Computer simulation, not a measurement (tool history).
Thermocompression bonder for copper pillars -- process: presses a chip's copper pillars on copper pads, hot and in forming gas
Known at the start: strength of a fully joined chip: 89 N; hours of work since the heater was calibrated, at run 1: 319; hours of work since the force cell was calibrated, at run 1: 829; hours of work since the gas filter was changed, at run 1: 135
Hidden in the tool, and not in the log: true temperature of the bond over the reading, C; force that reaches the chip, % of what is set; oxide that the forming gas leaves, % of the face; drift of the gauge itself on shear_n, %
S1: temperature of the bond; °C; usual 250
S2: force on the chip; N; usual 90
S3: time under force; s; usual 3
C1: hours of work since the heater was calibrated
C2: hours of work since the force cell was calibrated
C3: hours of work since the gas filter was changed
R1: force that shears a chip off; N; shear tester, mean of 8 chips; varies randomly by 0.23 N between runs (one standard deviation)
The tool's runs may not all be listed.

Run 1, day 0: usual settings; C1 319; C2 829; C3 135. Result: R1 56.3 N.
Run 2, day 1.521: usual settings but S3 4 s; C1 340; C2 849; C3 156. Result: R1 60.7 N.
Run 3, day 3.508: usual settings but S3 6 s; C1 367; C2 876; C3 183. Result: R1 67.3 N.
Run 4, day 5.542: usual settings but S3 6 s; C1 394; C2 904; C3 210. Result: R1 67.1 N.
Run 5, day 7.888: usual settings but S2 59 N; C1 426; C2 935; C3 242. Result: R1 44.5 N.
Run 6, day 9.612: usual settings but S2 59 N; C1 449; C2 959; C3 265. Result: R1 44.8 N.
Run 7, day 12: usual settings but S2 59 N; C1 481; C2 991; C3 297. Result: R1 44.6 N.
Run 8, day 14.088: usual settings; C1 510; C2 1019; C3 325. Result: R1 55.8 N.
Run 9, day 15.217: usual settings; C1 525; C2 1034; C3 341. Result: R1 56 N.
Run 10, day 16.646: usual settings; C1 544; C2 1054; C3 360. Result: R1 55.7 N.
Run 11, day 17.971: usual settings; C1 562; C2 1071; C3 378. Result: R1 55.7 N.
At day 19.725: forming gas filter changed.
Run 12, day 19.738: usual settings; C1 586; C2 1095; C3 0. Result: R1 58.1 N.
Run 13, day 21.554: usual settings but S1 268 °C; C1 610; C2 1120; C3 25. Result: R1 65.6 N.
At day 22.454: heater calibrated with a thermocouple chip.
Run 14, day 23.533: usual settings but S1 268 °C; C1 15; C2 1145; C3 50. Result: R1 63 N.
Run 15, day 25.846: usual settings but S1 268 °C; C1 46; C2 1176; C3 81. Result: R1 63.2 N.
Run 16, day 28.075: usual settings; C1 76; C2 1206; C3 112. Result: R1 55.1 N.
Run 17, day 30.646: usual settings; C1 111; C2 1241; C3 146. Result: R1 55.2 N.
Run 18, day 33.008: usual settings but S2 88 N; C1 142; C2 1273; C3 178. Result: R1 54 N.
Run 19, day 34.121: usual settings but S1 244 °C, S2 86 N, S3 8 s; C1 157; C2 1288; C3 193. Result: R1 65.7 N.
Run 20, day 35.633: usual settings but S1 280 °C, S2 93 N, S3 2 s; C1 178; C2 1308; C3 214. Result: R1 61.6 N.
Run 21, day 38.267: usual settings but S2 95 N, S3 5 s; C1 213; C2 1344; C3 249. Result: R1 64 N.
Run 22, day 39.996: usual settings but S2 61 N, S3 7 s; C1 237; C2 1367; C3 272. Result: R1 57.5 N.
At day 40.233: force cell calibrated.
Run 23, day 41.525: usual settings but S2 61 N, S3 7 s; C1 257; C2 17; C3 292. Result: R1 58.1 N.
Run 24, day 43.317: usual settings but S2 59 N, S3 7 s; C1 281; C2 42; C3 316. Result: R1 57.5 N.
Run 25, day 44.412: usual settings but S2 59 N, S3 7 s; C1 296; C2 56; C3 331. Result: R1 57.2 N.
Run 26, day 45.946: usual settings but S1 245 °C, S2 67 N, S3 2 s; C1 316; C2 77; C3 352. Result: R1 39.5 N.
Run 27, day 47.888: usual settings but S1 254 °C, S2 67 N, S3 2 s; C1 342; C2 103; C3 378. Result: R1 43 N.
Run 28, day 49.221: usual settings but S1 260 °C, S2 71 N, S3 9 s; C1 360; C2 121; C3 396. Result: R1 69 N.
At day 49.704: forming gas filter changed.
Run 29, day 51.838: usual settings but S1 260 °C, S2 71 N, S3 9 s; C1 395; C2 156; C3 29. Result: R1 72.2 N.
Run 30, day 53.604: usual settings but S1 236 °C, S2 71 N, S3 9 s; C1 419; C2 180; C3 53. Result: R1 63.1 N.
Run 31, day 55.904: usual settings but S1 236 °C, S2 71 N, S3 7 s; C1 450; C2 211; C3 84. Result: R1 58.6 N.
Run 32, day 57.133: usual settings but S1 273 °C, S2 55 N, S3 7 s; C1 467; C2 228; C3 100. Result: R1 67 N.
Run 33, day 58.225: usual settings but S1 273 °C, S2 55 N, S3 7 s; C1 482; C2 243; C3 115. Result: R1 67.3 N.

Each row is a separate what-if for the run after 33, all from the same tool condition, not one after another. Results?
Run A, day 60.142: usual settings but S1 255 °C, S2 55 N, S3 7 s; C1 508; C2 268; C3 141. Result: R1 ?.
Run B, day 60.142: usual settings but S1 280 °C, S2 61 N; C1 508; C2 268; C3 141. Result: R1 ?.
Run C, day 60.142: usual settings but S1 225 °C, S2 99 N, S3 5 s; C1 508; C2 268; C3 141. Result: R1 ?.

run    R1
  A  59.3
  B  59.9
  C  57.2
Take away the tool's hidden state, keep each run's random variation, and the runs would have read:
run    R1
  A  58.5
  B  59.3
  C    56

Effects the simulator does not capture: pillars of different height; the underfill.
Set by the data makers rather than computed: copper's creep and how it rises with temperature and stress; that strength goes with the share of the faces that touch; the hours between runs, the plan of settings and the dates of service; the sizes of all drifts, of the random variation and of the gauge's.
